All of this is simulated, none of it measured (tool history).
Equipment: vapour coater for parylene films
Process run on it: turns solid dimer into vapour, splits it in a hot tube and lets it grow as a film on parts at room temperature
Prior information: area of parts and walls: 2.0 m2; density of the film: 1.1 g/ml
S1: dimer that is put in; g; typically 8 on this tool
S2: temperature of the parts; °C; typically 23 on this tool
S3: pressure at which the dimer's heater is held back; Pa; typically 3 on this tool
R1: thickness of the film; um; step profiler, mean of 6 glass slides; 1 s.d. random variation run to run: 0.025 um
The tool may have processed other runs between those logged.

run 1 hour=0 | S1=8 S2=23 S3=3 | R1=2.44
run 2 hour=20 | S1=8 S2=23 S3=3 | R1=2.45
run 3 hour=42.2 | S1=8 S2=23 S3=3 | R1=2.43
run 4 hour=59.4 | S1=8 S2=23 S3=3 | R1=2.4
run 5 hour=79.8 | S1=4 S2=23 S3=3 | R1=1.2
run 6 hour=93.2 | S1=8 S2=23 S3=3 | R1=2.41
run 7 hour=118.2 | S1=8 S2=23 S3=3 | R1=2.43
run 8 hour=143.4 | S1=8 S2=23 S3=3 | R1=2.42
run 9 hour=156.5 | S1=8 S2=23 S3=3 | R1=2.38
run 10 hour=178.3 | S1=8 S2=23 S3=3.5 | R1=2.38
run 11 hour=199.6 | S1=8 S2=23 S3=3.5 | R1=2.37
run 12 hour=215.1 | S1=8 S2=23 S3=3.5 | R1=2.38
run 13 hour=230.6 | S1=8 S2=23 S3=3.5 | R1=2.4
run 14 hour=253.1 | S1=8 S2=23 S3=3.5 | R1=2.4
run 15 hour=266.8 | S1=5 S2=23 S3=3.5 | R1=1.49
run 16 hour=298.1 | S1=6 S2=23 S3=3 | R1=1.84
run 17 hour=315.9 | S1=8 S2=23 S3=3 | R1=2.35
run 18 hour=344.5 | S1=8 S2=23 S3=3 | R1=2.37
run 19 hour=368.2 | S1=8 S2=23 S3=3 | R1=2.43
run 20 hour=397.9 | S1=8 S2=23 S3=3 | R1=2.42
run 21 hour=411.4 | S1=8 S2=17 S3=3 | R1=3.2
run 22 hour=436.9 | S1=8 S2=17 S3=3 | R1=3.19
run 23 hour=467.3 | S1=8 S2=23 S3=3 | R1=2.41
run 24 hour=496.5 | S1=8 S2=23 S3=3 | R1=2.36
run 25 hour=523 | S1=4 S2=30 S3=3 | R1=0.87
run 26 hour=551.5 | S1=4 S2=30 S3=3 | R1=0.87
-- hour=566.1 trap's valve overhauled
run 27 hour=568.8 | S1=4 S2=30 S3=3 | R1=0.86
run 28 hour=585.4 | S1=4 S2=30 S3=6.44 | R1=0.86
run 29 hour=613.8 | S1=4 S2=30 S3=6.44 | R1=0.83
run 30 hour=639.1 | S1=6 S2=27 S3=3 | R1=1.48
run 31 hour=669.6 | S1=13 S2=29 S3=2.25 | R1=2.97
run 32 hour=698.4 | S1=13 S2=29 S3=2.25 | R1=2.99
run 33 hour=728.8 | S1=13 S2=29 S3=2.25 | R1=3.06
run 34 hour=742.6 | S1=7 S2=23 S3=3 | R1=2.1
run 35 hour=764.3 | S1=7 S2=23 S3=2.54 | R1=2.13
run 36 hour=789.4 | S1=7 S2=23 S3=2.54 | R1=2.13
run 37 hour=816.6 | S1=7 S2=23 S3=2.54 | R1=2.17
run 38 hour=839.9 | S1=7 S2=23 S3=2.54 | R1=2.14
run 39 hour=854.6 | S1=10 S2=30 S3=6.67 | R1=2.02
run 40 hour=873.7 | S1=6 S2=27 S3=6.18 | R1=1.35
run 41 hour=904.6 | S1=8 S2=28 S3=3 | R1=1.88
run 42 hour=928.8 | S1=8 S2=24 S3=10.22 | R1=2.11
run 43 hour=947.7 | S1=4 S2=30 S3=3 | R1=0.85
run 44 hour=969.8 | S1=8 S2=26 S3=8.24 | R1=1.95
run 45 hour=990.9 | S1=8 S2=26 S3=8.24 | R1=1.92
run 46 hour=1014.4 | S1=8 S2=26 S3=8.24 | R1=1.91
run 47 hour=1037.7 | S1=8 S2=28 S3=8.24 | R1=1.8

3 options for the next run, each taken on its own from the tool as it stands now. Forecast them:
run A hour=1063.6 | S1=5 S2=23 S3=3 | R1=?
run B hour=1063.6 | S1=13 S2=23 S3=5.41 | R1=?
run C hour=1063.6 | S1=6 S2=18 S3=3.9 | R1=?

run=A R1=1.5
run=B R1=3.68
run=C R1=2.25
Had the tool no hidden state, the same runs would have come out as:
run=A R1=1.51
run=B R1=3.68
run=C R1=2.25

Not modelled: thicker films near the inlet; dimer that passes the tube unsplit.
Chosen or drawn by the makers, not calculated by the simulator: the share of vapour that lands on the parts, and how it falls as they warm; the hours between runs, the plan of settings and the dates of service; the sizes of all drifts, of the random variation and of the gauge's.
